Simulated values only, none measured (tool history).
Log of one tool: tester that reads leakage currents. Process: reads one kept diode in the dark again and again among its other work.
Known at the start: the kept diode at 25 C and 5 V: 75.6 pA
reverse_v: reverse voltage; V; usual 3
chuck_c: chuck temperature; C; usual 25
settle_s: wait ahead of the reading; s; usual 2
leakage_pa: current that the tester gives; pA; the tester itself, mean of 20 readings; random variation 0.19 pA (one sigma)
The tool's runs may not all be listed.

run   hour  reverse_v  chuck_c  settle_s  leakage_pa
  1    0.0          3       25         2       61.98
  2   99.6          3       25         2       61.94
  3  226.2          3       25         2       61.74
  4  329.6          3       24         2       56.64
  5  426.6          3       25         2       61.83
  6  509.6          3       25         2       61.90
  7  636.0          3       25         2       61.82

The next listed run, before its measurement:
  8  753.2          3       25         2           ?

{"run 8": {"leakage_pa": 61.82}}
Without the tool's hidden state the same run would have given leakage_pa 61.85 pA.
